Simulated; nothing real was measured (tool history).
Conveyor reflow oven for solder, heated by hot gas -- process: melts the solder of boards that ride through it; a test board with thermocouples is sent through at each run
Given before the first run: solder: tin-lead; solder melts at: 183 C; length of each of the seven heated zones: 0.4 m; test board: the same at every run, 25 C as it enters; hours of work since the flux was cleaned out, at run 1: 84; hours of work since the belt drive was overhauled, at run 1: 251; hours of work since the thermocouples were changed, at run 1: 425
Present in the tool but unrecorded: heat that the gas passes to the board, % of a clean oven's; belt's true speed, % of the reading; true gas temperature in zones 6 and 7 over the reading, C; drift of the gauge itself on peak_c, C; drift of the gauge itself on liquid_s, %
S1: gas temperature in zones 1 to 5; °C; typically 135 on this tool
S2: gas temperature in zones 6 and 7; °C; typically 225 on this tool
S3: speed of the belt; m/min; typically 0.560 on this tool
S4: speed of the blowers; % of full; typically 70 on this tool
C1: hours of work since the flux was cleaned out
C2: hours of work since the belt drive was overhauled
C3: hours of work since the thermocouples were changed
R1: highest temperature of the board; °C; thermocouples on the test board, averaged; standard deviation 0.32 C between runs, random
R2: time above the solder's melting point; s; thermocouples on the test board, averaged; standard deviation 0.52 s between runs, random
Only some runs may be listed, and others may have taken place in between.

Run 1, hour 0.0: usual settings; C1 84; C2 251; C3 425. Result: R1 202.6 °C, R2 46.2 s.
Run 2, hour 79.2: usual settings; C1 134; C2 301; C3 474. Result: R1 202.4 °C, R2 45.1 s.
Run 3, hour 120.4: usual settings but S1 130 °C; C1 160; C2 327; C3 500. Result: R1 201.3 °C, R2 40.1 s.
Run 4, hour 183.5: usual settings but S3 0.514 m/min; C1 200; C2 366; C3 540. Result: R1 204.6 °C, R2 53.1 s.
Run 5, hour 230.3: usual settings but S3 0.570 m/min; C1 229; C2 396; C3 569. Result: R1 200.9 °C, R2 41.3 s.
Run 6, hour 271.5: usual settings but S3 0.570 m/min; C1 255; C2 422; C3 595. Result: R1 200.4 °C, R2 39.8 s.
Run 7, hour 318.1: usual settings but S1 136 °C; C1 284; C2 451; C3 625. Result: R1 200.3 °C, R2 43.2 s.
Run 8, hour 404.2: usual settings but S3 0.567 m/min; C1 338; C2 505; C3 679. Result: R1 199.7 °C, R2 40.0 s.
Run 9, hour 484.1: usual settings but S3 0.567 m/min; C1 389; C2 555; C3 729. Result: R1 199.4 °C, R2 38.0 s.
At hour 534.7: flux residue cleaned out of gas plates and filters.
Run 10, hour 556.6: usual settings but S3 0.567 m/min; C1 14; C2 598; C3 771. Result: R1 202.3 °C, R2 44.5 s.
Run 11, hour 636.0: usual settings but S1 147 °C; C1 64; C2 648; C3 821. Result: R1 204.6 °C, R2 54.1 s.
Run 12, hour 707.3: usual settings but S1 147 °C; C1 109; C2 692; C3 866. Result: R1 204.8 °C, R2 53.9 s.
Run 13, hour 767.6: usual settings; C1 146; C2 730; C3 904. Result: R1 201.4 °C, R2 43.3 s.
Run 14, hour 818.8: usual settings but S3 0.506 m/min; C1 179; C2 763; C3 936. Result: R1 204.2 °C, R2 53.4 s.
Run 15, hour 874.0: usual settings but S3 0.506 m/min; C1 213; C2 797; C3 971. Result: R1 204.2 °C, R2 54.4 s.
Run 16, hour 942.9: usual settings but S1 133 °C, S2 221 °C, S3 0.657 m/min, S4 74 % of full; C1 257; C2 841; C3 1014. Result: R1 192.1 °C, R2 21.0 s.
Run 17, hour 1022.9: usual settings but S1 133 °C, S2 221 °C, S3 0.657 m/min, S4 74 % of full; C1 307; C2 891; C3 1064. Result: R1 191.7 °C, R2 19.7 s.
Run 18, hour 1115.8: usual settings but S1 149 °C, S2 218 °C, S4 89 % of full; C1 365; C2 949; C3 1123. Result: R1 200.7 °C, R2 51.0 s.
At hour 1204.1: flux residue cleaned out of gas plates and filters.
Run 19, hour 1209.1: usual settings but S4 83 % of full; C1 3; C2 1005; C3 1178. Result: R1 205.4 °C, R2 51.1 s.
Run 20, hour 1256.5: usual settings but S4 83 % of full; C1 33; C2 1034; C3 1208. Result: R1 205.2 °C, R2 51.4 s.
Run 21, hour 1312.2: usual settings but S1 129 °C, S2 217 °C, S4 71 % of full; C1 68; C2 1069; C3 1243. Result: R1 193.9 °C, R2 29.0 s.
Run 22, hour 1383.0: usual settings but S2 216 °C; C1 112; C2 1114; C3 1288. Result: R1 193.3 °C, R2 30.6 s.
Run 23, hour 1462.9: usual settings but S2 216 °C; C1 163; C2 1164; C3 1338. Result: R1 193.3 °C, R2 29.3 s.
Run 24, hour 1525.7: usual settings but S2 216 °C, S3 0.597 m/min; C1 202; C2 1204; C3 1377. Result: R1 190.4 °C, R2 21.2 s.
Run 25, hour 1574.0: usual settings but S2 216 °C, S3 0.642 m/min; C1 232; C2 1234; C3 1408. Result: R1 187.8 °C, R2 13.1 s.
Run 26, hour 1629.2: usual settings but S2 216 °C, S3 0.464 m/min, S4 61 % of full; C1 267; C2 1269; C3 1442. Result: R1 194.4 °C, R2 41.4 s.
At hour 1657.5: thermocouples of zones 6 and 7 changed.
Run 27, hour 1704.2: usual settings but S2 216 °C, S3 0.464 m/min, S4 61 % of full; C1 313; C2 1315; C3 29. Result: R1 197.4 °C, R2 48.2 s.
Run 28, hour 1751.6: usual settings but S1 137 °C, S4 64 % of full; C1 343; C2 1344; C3 59. Result: R1 200.1 °C, R2 41.4 s.
Run 29, hour 1833.6: usual settings but S3 0.669 m/min; C1 394; C2 1396; C3 111. Result: R1 194.2 °C, R2 24.2 s.
At hour 1873.8: flux residue cleaned out of gas plates and filters.
Run 30, hour 1923.4: usual settings but S3 0.669 m/min; C1 31; C2 1449; C3 164. Result: R1 198.1 °C, R2 29.6 s.

Forecast each of these 3 alternatives for the next run:
Run A, hour 1985.9: usual settings but S4 81 % of full; C1 70; C2 1488; C3 203. Result: R1 ?, R2 ?.
Run B, hour 1985.9: usual settings but S2 218 °C; C1 70; C2 1488; C3 203. Result: R1 ?, R2 ?.
Run C, hour 1985.9: usual settings but S1 146 °C, S2 230 °C; C1 70; C2 1488; C3 203. Result: R1 ?, R2 ?.

run     R1    R2
  A  206.8  52.0
  B  197.7  38.7
  C  210.1  60.2
Without the tool's unlogged condition, the same runs would have read:
run     R1    R2
  A  207.9  52.7
  B  198.7  39.9
  C  211.1  60.6
